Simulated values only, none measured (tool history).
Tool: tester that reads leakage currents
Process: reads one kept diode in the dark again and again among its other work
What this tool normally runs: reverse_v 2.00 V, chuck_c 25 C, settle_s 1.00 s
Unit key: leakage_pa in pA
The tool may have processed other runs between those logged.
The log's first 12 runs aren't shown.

run 13 hour=794.4 | reverse_v=2.00 chuck_c=25 settle_s=1.48 | leakage_pa=75.16
run 14 hour=848.7 | reverse_v=2.11 chuck_c=25 settle_s=1.48 | leakage_pa=76.48
run 15 hour=905.3 | reverse_v=2.00 chuck_c=25 settle_s=1.00 | leakage_pa=74.68
-- hour=964.6 chuck's temperature calibrated, once more
run 16 hour=993.8 | reverse_v=2.61 chuck_c=25 settle_s=1.00 | leakage_pa=104.73
run 17 hour=1039.2 | reverse_v=2.61 chuck_c=25 settle_s=1.00 | leakage_pa=104.88
run 18 hour=1082.6 | reverse_v=2.00 chuck_c=25 settle_s=1.00 | leakage_pa=94.26
run 19 hour=1132.3 | reverse_v=2.00 chuck_c=25 settle_s=1.00 | leakage_pa=93.65
run 20 hour=1220.9 | reverse_v=2.00 chuck_c=25 settle_s=1.00 | leakage_pa=93.81
run 21 hour=1284.7 | reverse_v=1.80 chuck_c=27 settle_s=1.00 | leakage_pa=105.95
run 22 hour=1330.9 | reverse_v=3.90 chuck_c=39 settle_s=3.62 | leakage_pa=375.20
run 23 hour=1412.8 | reverse_v=7.83 chuck_c=31 settle_s=0.84 | leakage_pa=258.87
run 24 hour=1451.6 | reverse_v=2.00 chuck_c=25 settle_s=0.94 | leakage_pa=92.89
run 25 hour=1533.3 | reverse_v=6.98 chuck_c=28 settle_s=0.86 | leakage_pa=193.90
run 26 hour=1585.2 | reverse_v=6.98 chuck_c=28 settle_s=1.72 | leakage_pa=192.86
run 27 hour=1666.2 | reverse_v=6.98 chuck_c=28 settle_s=1.72 | leakage_pa=192.68
run 28 hour=1747.2 | reverse_v=15.78 chuck_c=28 settle_s=0.35 | leakage_pa=272.60
run 29 hour=1821.8 | reverse_v=14.66 chuck_c=25 settle_s=1.38 | leakage_pa=205.63
run 30 hour=1875.1 | reverse_v=15.57 chuck_c=33 settle_s=2.02 | leakage_pa=393.53
run 31 hour=1916.3 | reverse_v=7.68 chuck_c=35 settle_s=9.84 | leakage_pa=347.70
run 32 hour=1996.0 | reverse_v=13.19 chuck_c=35 settle_s=9.84 | leakage_pa=428.28
run 33 hour=2086.3 | reverse_v=13.19 chuck_c=35 settle_s=9.84 | leakage_pa=425.12
run 34 hour=2132.7 | reverse_v=8.62 chuck_c=34 settle_s=0.58 | leakage_pa=332.87
run 35 hour=2177.4 | reverse_v=16.06 chuck_c=31 settle_s=0.69 | leakage_pa=341.65

4 ways to go on from here, each from the tool as it stands after run 35. What would each give?
run A hour=2253.2 | reverse_v=16.06 chuck_c=26 settle_s=0.36 | leakage_pa=?
run B hour=2253.2 | reverse_v=16.06 chuck_c=31 settle_s=0.43 | leakage_pa=?
run C hour=2253.2 | reverse_v=2.42 chuck_c=38 settle_s=3.85 | leakage_pa=?
run D hour=2253.2 | reverse_v=16.06 chuck_c=45 settle_s=0.69 | leakage_pa=?

run=A leakage_pa=233.40
run=B leakage_pa=337.97
run=C leakage_pa=275.59
run=D leakage_pa=980.26
Had the tool no hidden state, the same runs would have come out as:
run=A leakage_pa=223.07
run=B leakage_pa=336.36
run=C leakage_pa=293.73
run=D leakage_pa=1027.28
